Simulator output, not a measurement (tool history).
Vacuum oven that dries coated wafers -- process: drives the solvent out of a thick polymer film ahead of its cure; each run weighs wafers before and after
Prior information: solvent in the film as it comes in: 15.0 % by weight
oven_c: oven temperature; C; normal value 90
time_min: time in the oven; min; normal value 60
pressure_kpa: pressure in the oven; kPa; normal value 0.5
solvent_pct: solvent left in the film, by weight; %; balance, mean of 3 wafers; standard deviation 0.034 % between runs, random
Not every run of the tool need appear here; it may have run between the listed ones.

run 1 day=0 | oven_c=90 time_min=60 pressure_kpa=0.5 | solvent_pct=2.18
run 2 day=0.779 | oven_c=90 time_min=60 pressure_kpa=0.5 | solvent_pct=2.21
run 3 day=1.625 | oven_c=90 time_min=60 pressure_kpa=0.5 | solvent_pct=2.18
run 4 day=2.358 | oven_c=90 time_min=60 pressure_kpa=0.5 | solvent_pct=2.2
run 5 day=3.371 | oven_c=102 time_min=60 pressure_kpa=0.5 | solvent_pct=0.8
run 6 day=4.433 | oven_c=102 time_min=60 pressure_kpa=0.5 | solvent_pct=0.83
run 7 day=5.471 | oven_c=90 time_min=60 pressure_kpa=0.5 | solvent_pct=2.24
run 8 day=6.283 | oven_c=90 time_min=60 pressure_kpa=0.5 | solvent_pct=2.27
run 9 day=6.729 | oven_c=90 time_min=60 pressure_kpa=0.5 | solvent_pct=2.14
run 10 day=7.471 | oven_c=90 time_min=60 pressure_kpa=0.5 | solvent_pct=2.21
run 11 day=8.429 | oven_c=91 time_min=60 pressure_kpa=0.5 | solvent_pct=2.05
run 12 day=8.988 | oven_c=78 time_min=43 pressure_kpa=0.887 | solvent_pct=6
run 13 day=9.483 | oven_c=82 time_min=60 pressure_kpa=0.5 | solvent_pct=3.56
run 14 day=10.321 | oven_c=82 time_min=60 pressure_kpa=0.5 | solvent_pct=3.53
run 15 day=10.838 | oven_c=84 time_min=42 pressure_kpa=0.79 | solvent_pct=4.83
run 16 day=11.558 | oven_c=84 time_min=42 pressure_kpa=0.79 | solvent_pct=4.82
run 17 day=12.508 | oven_c=98 time_min=96 pressure_kpa=0.789 | solvent_pct=0.52
run 18 day=13.117 | oven_c=98 time_min=96 pressure_kpa=0.789 | solvent_pct=0.51

Below are 3 alternative next runs, each starting from the tool's condition after run 18. Predict each:
run A day=13.754 | oven_c=76 time_min=45 pressure_kpa=0.626 | solvent_pct=?
run B day=13.754 | oven_c=87 time_min=35 pressure_kpa=0.789 | solvent_pct=?
run C day=13.754 | oven_c=96 time_min=72 pressure_kpa=0.54 | solvent_pct=?

run=A solvent_pct=5.98
run=B solvent_pct=4.94
run=C solvent_pct=0.97
What these runs would have given with no unlogged condition in the tool:
run=A solvent_pct=5.94
run=B solvent_pct=4.92
run=C solvent_pct=0.93

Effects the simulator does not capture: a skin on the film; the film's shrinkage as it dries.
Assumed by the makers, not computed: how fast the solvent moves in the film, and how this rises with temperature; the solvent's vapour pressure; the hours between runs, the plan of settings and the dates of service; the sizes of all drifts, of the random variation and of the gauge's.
